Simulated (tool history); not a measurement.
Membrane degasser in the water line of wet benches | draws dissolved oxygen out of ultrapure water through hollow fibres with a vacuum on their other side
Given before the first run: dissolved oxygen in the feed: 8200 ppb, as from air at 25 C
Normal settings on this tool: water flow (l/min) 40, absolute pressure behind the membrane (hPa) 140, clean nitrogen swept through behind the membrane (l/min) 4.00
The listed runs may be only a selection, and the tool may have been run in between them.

run	day	water flow (l/min)	absolute pressure behind the membrane (hPa)	clean nitrogen swept through behind the membrane (l/min)	dissolved oxygen in the water behind the degasser (ppb)	pressure that the water loses in the fibres (hPa)
1	0.000	40	140	4.00	257.1	542.1
2	2.183	40	140	4.00	260.2	544.8
3	4.562	40	140	4.00	257.1	543.2
4	6.825	40	140	4.00	256.4	542.2
# day 7.025: vacuum gauge calibrated
5	10.075	26	140	4.00	169.3	355.7
6	13.258	26	140	4.00	168.6	352.8
7	16.358	40	140	4.00	256.0	546.9
# day 19.558: vacuum gauge calibrated, once more
8	19.558	54	106	2.91	322.3	737.7
9	23.188	32	89	7.41	63.0	438.1
10	24.992	43	181	7.41	215.0	583.2
11	27.779	55	135	2.18	559.3	754.1
12	30.292	42	135	3.64	279.6	572.6
13	32.958	40	111	8.52	96.6	545.1

Consider 4 possible next runs. They are alternatives, not a sequence: every one starts from the tool as it was left by run 13. What does each give?
A	35.862	40	111	8.52	?	?
B	35.862	42	111	5.35	?	?
C	35.862	40	111	7.64	?	?
D	35.862	40	323	8.52	?	?

run	dissolved oxygen in the water behind the degasser (ppb)	pressure that the water loses in the fibres (hPa)
A	97.0	546.3
B	158.1	572.3
C	108.1	549.1
D	332.3	546.4
Take away the tool's hidden state, keep each run's random variation, and the runs would have read:
run	dissolved oxygen in the water behind the degasser (ppb)	pressure that the water loses in the fibres (hPa)
A	95.6	537.5
B	156.3	563.1
C	106.7	540.3
D	330.3	537.6
